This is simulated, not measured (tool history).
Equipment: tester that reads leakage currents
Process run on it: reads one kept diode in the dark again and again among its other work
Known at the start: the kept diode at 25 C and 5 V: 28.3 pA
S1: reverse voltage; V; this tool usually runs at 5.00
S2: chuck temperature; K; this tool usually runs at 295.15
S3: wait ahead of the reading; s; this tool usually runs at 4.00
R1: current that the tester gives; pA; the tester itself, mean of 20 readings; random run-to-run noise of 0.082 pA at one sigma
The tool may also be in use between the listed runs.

run,hour,S1,S2,S3,R1
1,0.0,5.00,295.15,4.00,20.06
2,122.6,5.00,295.15,4.00,20.03
3,215.7,5.00,295.15,4.00,19.97
# hour 282.4: probe card cleaned and baked
4,286.2,5.00,295.15,4.00,18.02
# hour 295.8: chuck's temperature calibrated
5,388.1,5.00,302.15,4.00,41.55
6,498.4,5.00,302.15,4.00,40.72
7,622.4,5.00,302.15,4.00,40.39
8,719.3,5.00,302.15,4.00,40.07
9,859.4,5.00,302.15,4.00,39.61
10,931.6,5.00,302.15,4.00,39.52
11,1007.5,5.00,302.15,4.00,39.32
12,1143.1,5.00,295.15,6.00,20.86
13,1228.4,3.55,299.15,4.00,24.12
14,1290.8,3.55,299.15,4.00,23.93
15,1401.7,1.82,299.15,4.75,16.05

Run 16 has not been measured yet. What should we expect?
16,1539.2,4.16,313.15,0.76,?

R1: 86.16 pA
Minus the tool's unlogged condition, the same run would have read R1 93.61 pA.
